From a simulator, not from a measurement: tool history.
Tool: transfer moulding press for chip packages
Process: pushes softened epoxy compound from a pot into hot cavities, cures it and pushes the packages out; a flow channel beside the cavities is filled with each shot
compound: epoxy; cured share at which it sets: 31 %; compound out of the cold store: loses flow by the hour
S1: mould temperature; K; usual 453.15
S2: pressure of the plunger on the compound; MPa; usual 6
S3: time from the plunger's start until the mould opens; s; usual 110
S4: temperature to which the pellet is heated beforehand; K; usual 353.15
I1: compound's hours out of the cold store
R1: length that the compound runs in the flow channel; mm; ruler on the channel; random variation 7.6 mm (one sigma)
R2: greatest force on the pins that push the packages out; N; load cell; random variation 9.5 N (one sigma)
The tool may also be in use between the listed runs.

{"run": 1, "hour": 0.0, "S1": 453.15, "S2": 6, "S3": 110, "S4": 353.15, "I1": 45.8, "R1": 743, "R2": 867}
{"run": 2, "hour": 17.7, "S1": 453.15, "S2": 6, "S3": 110, "S4": 353.15, "I1": 46.5, "R1": 752, "R2": 880}
{"hour": 28.5, "done": "plunger's sealing rings changed"}
{"hour": 30.0, "done": "cavities cleaned with cleaning compound and waxed"}
{"run": 3, "hour": 37.5, "S1": 453.15, "S2": 6, "S3": 110, "S4": 353.15, "I1": 19.8, "R1": 948, "R2": 484}
{"run": 4, "hour": 48.9, "S1": 453.15, "S2": 6, "S3": 110, "S4": 353.15, "I1": 9.6, "R1": 951, "R2": 562}
{"run": 5, "hour": 69.1, "S1": 453.15, "S2": 6, "S3": 149, "S4": 353.15, "I1": 26.3, "R1": 897, "R2": 548}
{"run": 6, "hour": 88.6, "S1": 453.15, "S2": 6, "S3": 149, "S4": 353.15, "I1": 17.9, "R1": 933, "R2": 610}
{"run": 7, "hour": 110.3, "S1": 453.15, "S2": 6, "S3": 149, "S4": 353.15, "I1": 11.3, "R1": 939, "R2": 628}
{"run": 8, "hour": 126.3, "S1": 453.15, "S2": 6, "S3": 149, "S4": 353.15, "I1": 37.9, "R1": 874, "R2": 718}
{"run": 9, "hour": 150.3, "S1": 453.15, "S2": 6, "S3": 149, "S4": 353.15, "I1": 29.6, "R1": 874, "R2": 756}
{"run": 10, "hour": 169.7, "S1": 453.15, "S2": 6, "S3": 110, "S4": 362.15, "I1": 32.4, "R1": 884, "R2": 894}
{"hour": 184.0, "done": "cavities cleaned with cleaning compound and waxed"}
{"run": 11, "hour": 184.3, "S1": 454.15, "S2": 6, "S3": 110, "S4": 353.15, "I1": 19.1, "R1": 906, "R2": 415}
{"run": 12, "hour": 206.1, "S1": 454.15, "S2": 6, "S3": 110, "S4": 353.15, "I1": 37.6, "R1": 863, "R2": 547}
{"run": 13, "hour": 229.4, "S1": 453.15, "S2": 5.45, "S3": 110, "S4": 353.15, "I1": 15.8, "R1": 875, "R2": 683}
{"run": 14, "hour": 246.1, "S1": 453.15, "S2": 5.45, "S3": 110, "S4": 353.15, "I1": 8.5, "R1": 871, "R2": 720}
{"run": 15, "hour": 269.0, "S1": 453.15, "S2": 6.49, "S3": 95, "S4": 354.15, "I1": 37.8, "R1": 885, "R2": 985}
{"run": 16, "hour": 295.4, "S1": 453.15, "S2": 6.49, "S3": 95, "S4": 354.15, "I1": 32.5, "R1": 903, "R2": 1040}
{"run": 17, "hour": 307.4, "S1": 453.15, "S2": 6.85, "S3": 97, "S4": 354.15, "I1": 45.6, "R1": 899, "R2": 1005}
{"run": 18, "hour": 326.0, "S1": 448.15, "S2": 5.61, "S3": 98, "S4": 344.15, "I1": 42.2, "R1": 841, "R2": 1515}
{"hour": 338.7, "done": "cavities cleaned with cleaning compound and waxed"}
{"run": 19, "hour": 348.3, "S1": 448.15, "S2": 5.61, "S3": 98, "S4": 344.15, "I1": 31.5, "R1": 867, "R2": 832}
{"run": 20, "hour": 369.9, "S1": 448.15, "S2": 5.61, "S3": 98, "S4": 344.15, "I1": 30.6, "R1": 869, "R2": 1032}
{"run": 21, "hour": 385.2, "S1": 453.15, "S2": 4.81, "S3": 110, "S4": 363.15, "I1": 14.4, "R1": 800, "R2": 659}
{"run": 22, "hour": 410.0, "S1": 457.15, "S2": 6, "S3": 111, "S4": 353.15, "I1": 35.4, "R1": 832, "R2": 679}
{"run": 23, "hour": 429.0, "S1": 457.15, "S2": 6, "S3": 111, "S4": 353.15, "I1": 14.4, "R1": 877, "R2": 734}
{"run": 24, "hour": 444.2, "S1": 460.15, "S2": 4.92, "S3": 123, "S4": 352.15, "I1": 40.3, "R1": 728, "R2": 678}
{"run": 25, "hour": 462.9, "S1": 460.15, "S2": 4.92, "S3": 123, "S4": 352.15, "I1": 33.8, "R1": 738, "R2": 756}
{"run": 26, "hour": 475.3, "S1": 453.15, "S2": 4.58, "S3": 149, "S4": 358.15, "I1": 34.1, "R1": 730, "R2": 742}
{"run": 27, "hour": 489.2, "S1": 453.15, "S2": 6, "S3": 99, "S4": 362.15, "I1": 21, "R1": 872, "R2": 1053}
{"hour": 492.3, "done": "cavities cleaned with cleaning compound and waxed"}
{"run": 28, "hour": 508.7, "S1": 453.15, "S2": 6, "S3": 104, "S4": 344.15, "I1": 32.1, "R1": 844, "R2": 580}

The same runs without the tool's hidden state, with the same run-to-run variation:
The hidden state here: true mould temperature over the reading, C; pressure that reaches the compound, % of what is set; grip of the stained cavities, % over clean ones'; drift of the gauge itself on flow_mm, %; drift of the gauge itself on push_out_n, %.
run=1 R1=859 R2=435
run=2 R1=872 R2=426
run=3 R1=952 R2=435
run=4 R1=957 R2=446
run=5 R1=904 R2=361
run=6 R1=943 R2=364
run=7 R1=951 R2=344
run=8 R1=887 R2=372
run=9 R1=889 R2=373
run=10 R1=901 R2=432
run=11 R1=926 R2=411
run=12 R1=884 R2=420
run=13 R1=898 R2=449
run=14 R1=897 R2=434
run=15 R1=914 R2=550
run=16 R1=936 R2=543
run=17 R1=933 R2=508
run=18 R1=875 R2=755
run=19 R1=905 R2=756
run=20 R1=910 R2=762
run=21 R1=839 R2=430
run=22 R1=875 R2=388
run=23 R1=924 R2=396
run=24 R1=768 R2=346
run=25 R1=780 R2=376
run=26 R1=774 R2=355
run=27 R1=926 R2=521
run=28 R1=899 R2=484
